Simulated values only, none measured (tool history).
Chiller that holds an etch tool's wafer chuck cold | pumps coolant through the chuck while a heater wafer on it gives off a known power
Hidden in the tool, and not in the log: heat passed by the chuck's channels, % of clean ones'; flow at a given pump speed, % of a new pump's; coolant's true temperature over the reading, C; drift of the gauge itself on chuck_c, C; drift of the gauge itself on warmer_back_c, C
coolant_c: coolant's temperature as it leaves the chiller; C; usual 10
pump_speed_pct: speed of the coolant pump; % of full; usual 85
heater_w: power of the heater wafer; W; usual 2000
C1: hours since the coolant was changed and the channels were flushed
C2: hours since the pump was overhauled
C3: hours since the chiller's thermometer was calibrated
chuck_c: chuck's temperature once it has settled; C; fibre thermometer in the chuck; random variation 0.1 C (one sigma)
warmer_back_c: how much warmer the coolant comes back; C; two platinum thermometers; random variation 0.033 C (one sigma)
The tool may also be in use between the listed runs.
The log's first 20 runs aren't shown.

Run 21, hour 2901.7: usual settings but coolant_c 2 C, pump_speed_pct 83 % of full, heater_w 1315 W; C1 2915; C2 5957; C3 2253. Result: chuck_c 15.7 C, warmer_back_c 2.98 C.
Run 22, hour 3100.8: usual settings but coolant_c 7 C, pump_speed_pct 91 % of full, heater_w 2408 W; C1 3114; C2 6156; C3 2452. Result: chuck_c 30.8 C, warmer_back_c 4.91 C.
Run 23, hour 3281.8: usual settings but coolant_c 14 C, pump_speed_pct 74 % of full, heater_w 2517 W; C1 3295; C2 6337; C3 2633. Result: chuck_c 42.5 C, warmer_back_c 6.42 C.
Run 24, hour 3480.2: usual settings but coolant_c 8 C, pump_speed_pct 63 % of full, heater_w 1527 W; C1 3494; C2 6535; C3 2831. Result: chuck_c 27.7 C, warmer_back_c 4.78 C.
Run 25, hour 3670.3: usual settings but coolant_c 8 C, pump_speed_pct 63 % of full, heater_w 1527 W; C1 3684; C2 6726; C3 3021. Result: chuck_c 27.6 C, warmer_back_c 4.79 C.
Run 26, hour 3870.6: usual settings but coolant_c 8 C, pump_speed_pct 63 % of full, heater_w 1527 W; C1 3884; C2 6926; C3 3222. Result: chuck_c 27.6 C, warmer_back_c 4.74 C.
Run 27, hour 4073.7: usual settings but coolant_c 6 C, heater_w 1693 W; C1 4087; C2 7129; C3 3425. Result: chuck_c 23.4 C, warmer_back_c 3.79 C.
Run 28, hour 4190: usual settings but coolant_c 11 C, pump_speed_pct 97 % of full, heater_w 1693 W; C1 4204; C2 7245; C3 3541. Result: chuck_c 26.7 C, warmer_back_c 3.33 C.
Run 29, hour 4306.5: usual settings but coolant_c 11 C, pump_speed_pct 97 % of full, heater_w 2328 W; C1 4320; C2 7362; C3 3658. Result: chuck_c 32.7 C, warmer_back_c 4.46 C.
Run 30, hour 4493.2: usual settings but coolant_c 11 C, pump_speed_pct 97 % of full, heater_w 2328 W; C1 4507; C2 7548; C3 3844. Result: chuck_c 32.8 C, warmer_back_c 4.52 C.
At hour 4625.8: chiller's thermometer calibrated.
Run 31, hour 4683.1: usual settings but coolant_c 11 C, pump_speed_pct 97 % of full, heater_w 2328 W; C1 4696; C2 7737; C3 57. Result: chuck_c 32.9 C, warmer_back_c 4.53 C.
Run 32, hour 4773.7: usual settings but coolant_c 11 C, pump_speed_pct 97 % of full, heater_w 2328 W; C1 4786; C2 7828; C3 148. Result: chuck_c 32.9 C, warmer_back_c 4.47 C.
Run 33, hour 4972.4: usual settings but coolant_c 18 C, heater_w 1589 W; C1 4985; C2 8027; C3 347. Result: chuck_c 34.3 C, warmer_back_c 3.6 C.

Forecast each of these 3 alternatives for the next run:
Run A, hour 5105.5: usual settings but coolant_c 12 C, pump_speed_pct 81 % of full, heater_w 1933 W; C1 5118; C2 8160; C3 480. Result: chuck_c ?, warmer_back_c ?.
Run B, hour 5105.5: usual settings but coolant_c 18 C, heater_w 1589 W; C1 5118; C2 8160; C3 480. Result: chuck_c ?, warmer_back_c ?.
Run C, hour 5105.5: usual settings but heater_w 2678 W; C1 5118; C2 8160; C3 480. Result: chuck_c ?, warmer_back_c ?.

run  chuck_c  warmer_back_c
  A     32.7           4.59
  B     34.4           3.58
  C     37.7           5.85
Without the tool's hidden state the same runs would have given:
run  chuck_c  warmer_back_c
  A     32.6           4.38
  B     34.3           3.38
  C     37.6           5.64

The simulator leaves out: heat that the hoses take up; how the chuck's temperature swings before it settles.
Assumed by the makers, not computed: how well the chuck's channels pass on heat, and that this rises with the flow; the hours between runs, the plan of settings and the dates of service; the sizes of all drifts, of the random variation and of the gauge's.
